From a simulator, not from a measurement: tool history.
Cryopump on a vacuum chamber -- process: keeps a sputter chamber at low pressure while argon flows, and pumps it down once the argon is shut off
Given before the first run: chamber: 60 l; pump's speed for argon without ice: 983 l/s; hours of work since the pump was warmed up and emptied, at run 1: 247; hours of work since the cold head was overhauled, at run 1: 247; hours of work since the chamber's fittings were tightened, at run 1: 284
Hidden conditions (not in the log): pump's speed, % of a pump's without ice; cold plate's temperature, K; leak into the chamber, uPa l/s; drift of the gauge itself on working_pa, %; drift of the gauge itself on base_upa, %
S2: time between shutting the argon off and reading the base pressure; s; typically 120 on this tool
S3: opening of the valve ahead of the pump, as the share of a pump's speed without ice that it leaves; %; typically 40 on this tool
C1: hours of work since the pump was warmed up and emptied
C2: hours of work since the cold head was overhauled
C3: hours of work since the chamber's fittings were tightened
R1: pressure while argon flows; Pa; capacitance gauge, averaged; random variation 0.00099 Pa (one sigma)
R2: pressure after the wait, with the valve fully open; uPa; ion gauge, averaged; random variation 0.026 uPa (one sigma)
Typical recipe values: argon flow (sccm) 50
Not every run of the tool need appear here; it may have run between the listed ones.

run 1 hour=0.0 | argon_flow_(sccm)=50 S2=120 S3=40 | C1=247 C2=247 C3=284 | R1=0.2259 R2=1.33
run 2 hour=17.3 | argon_flow_(sccm)=50 S2=120 S3=40 | C1=258 C2=258 C3=294 | R1=0.2265 R2=1.33
run 3 hour=39.0 | argon_flow_(sccm)=50 S2=120 S3=40 | C1=271 C2=271 C3=307 | R1=0.2280 R2=1.36
run 4 hour=52.1 | argon_flow_(sccm)=50 S2=120 S3=40 | C1=279 C2=279 C3=315 | R1=0.2283 R2=1.35
run 5 hour=69.0 | argon_flow_(sccm)=50 S2=120 S3=40 | C1=289 C2=289 C3=325 | R1=0.2281 R2=1.39
run 6 hour=85.2 | argon_flow_(sccm)=50 S2=120 S3=40 | C1=298 C2=298 C3=335 | R1=0.2296 R2=1.37
run 7 hour=100.5 | argon_flow_(sccm)=50 S2=120 S3=40 | C1=308 C2=308 C3=344 | R1=0.2313 R2=1.35
run 8 hour=121.4 | argon_flow_(sccm)=50 S2=120 S3=40 | C1=320 C2=320 C3=357 | R1=0.2294 R2=1.44
run 9 hour=138.7 | argon_flow_(sccm)=50 S2=120 S3=40 | C1=331 C2=331 C3=367 | R1=0.2308 R2=1.43
run 10 hour=159.2 | argon_flow_(sccm)=50 S2=120 S3=40 | C1=343 C2=343 C3=380 | R1=0.2324 R2=1.46
run 11 hour=180.8 | argon_flow_(sccm)=50 S2=120 S3=40 | C1=356 C2=356 C3=393 | R1=0.2311 R2=1.43
run 12 hour=200.1 | argon_flow_(sccm)=86 S2=120 S3=40 | C1=367 C2=367 C3=404 | R1=0.3979 R2=1.43
run 13 hour=210.8 | argon_flow_(sccm)=86 S2=120 S3=40 | C1=374 C2=374 C3=411 | R1=0.4029 R2=1.41
run 14 hour=228.2 | argon_flow_(sccm)=86 S2=120 S3=40 | C1=384 C2=384 C3=421 | R1=0.4044 R2=1.49
run 15 hour=248.8 | argon_flow_(sccm)=50 S2=120 S3=40 | C1=397 C2=397 C3=433 | R1=0.2350 R2=1.51
run 16 hour=260.1 | argon_flow_(sccm)=50 S2=120 S3=40 | C1=403 C2=403 C3=440 | R1=0.2358 R2=1.50
run 17 hour=269.9 | argon_flow_(sccm)=50 S2=120 S3=40 | C1=409 C2=409 C3=446 | R1=0.2352 R2=1.52
run 18 hour=286.1 | argon_flow_(sccm)=44 S2=206 S3=26 | C1=419 C2=419 C3=456 | R1=0.3087 R2=1.24
run 19 hour=298.9 | argon_flow_(sccm)=32 S2=86 S3=33 | C1=427 C2=427 C3=463 | R1=0.1791 R2=1.82
run 20 hour=321.2 | argon_flow_(sccm)=34 S2=59 S3=21 | C1=440 C2=440 C3=477 | R1=0.2930 R2=2.29
run 21 hour=334.7 | argon_flow_(sccm)=50 S2=106 S3=25 | C1=448 C2=448 C3=485 | R1=0.3657 R2=1.69
run 22 hour=349.5 | argon_flow_(sccm)=50 S2=106 S3=25 | C1=457 C2=457 C3=494 | R1=0.3678 R2=1.67
run 23 hour=370.7 | argon_flow_(sccm)=50 S2=106 S3=25 | C1=470 C2=470 C3=507 | R1=0.3642 R2=1.66
run 24 hour=382.9 | argon_flow_(sccm)=50 S2=106 S3=25 | C1=477 C2=477 C3=514 | R1=0.3667 R2=1.65
run 25 hour=394.2 | argon_flow_(sccm)=50 S2=106 S3=27 | C1=484 C2=484 C3=521 | R1=0.3426 R2=1.64
run 26 hour=408.5 | argon_flow_(sccm)=50 S2=120 S3=48 | C1=492 C2=492 C3=529 | R1=0.2040 R2=1.60
run 27 hour=430.4 | argon_flow_(sccm)=50 S2=120 S3=48 | C1=506 C2=506 C3=542 | R1=0.2054 R2=1.66
run 28 hour=449.9 | argon_flow_(sccm)=71 S2=26 S3=48 | C1=517 C2=517 C3=554 | R1=0.2937 R2=4.36
-- hour=465.9 pump warmed up, emptied and cooled again
run 29 hour=470.3 | argon_flow_(sccm)=71 S2=26 S3=48 | C1=3 C2=527 C3=563 | R1=0.2571 R2=4.19
run 30 hour=492.7 | argon_flow_(sccm)=71 S2=26 S3=48 | C1=16 C2=540 C3=577 | R1=0.2573 R2=4.15
run 31 hour=510.6 | argon_flow_(sccm)=50 S2=205 S3=40 | C1=27 C2=551 C3=588 | R1=0.2167 R2=1.15
run 32 hour=529.1 | argon_flow_(sccm)=29 S2=283 S3=40 | C1=38 C2=562 C3=599 | R1=0.1277 R2=1.00
run 33 hour=546.0 | argon_flow_(sccm)=58 S2=132 S3=30 | C1=48 C2=572 C3=609 | R1=0.3369 R2=1.45
run 34 hour=556.6 | argon_flow_(sccm)=26 S2=217 S3=36 | C1=54 C2=578 C3=615 | R1=0.1259 R2=1.07

Alternative continuations, all from the tool just after run 34; predict every row:
run A hour=572.7 | argon_flow_(sccm)=32 S2=217 S3=31 | C1=64 C2=588 C3=625 | R1=? R2=?
run B hour=572.7 | argon_flow_(sccm)=50 S2=119 S3=40 | C1=64 C2=588 C3=625 | R1=? R2=?
run C hour=572.7 | argon_flow_(sccm)=26 S2=46 S3=36 | C1=64 C2=588 C3=625 | R1=? R2=?
run D hour=572.7 | argon_flow_(sccm)=57 S2=75 S3=36 | C1=64 C2=588 C3=625 | R1=? R2=?

run=A R1=0.1811 R2=1.14
run=B R1=0.2181 R2=1.55
run=C R1=0.1256 R2=2.65
run=D R1=0.2772 R2=1.90
Stripped of hidden state, with their random variation kept, the same runs would have yielded:
run=A R1=0.1786 R2=0.73
run=B R1=0.2142 R2=1.13
run=C R1=0.1236 R2=2.25
run=D R1=0.2727 R2=1.49
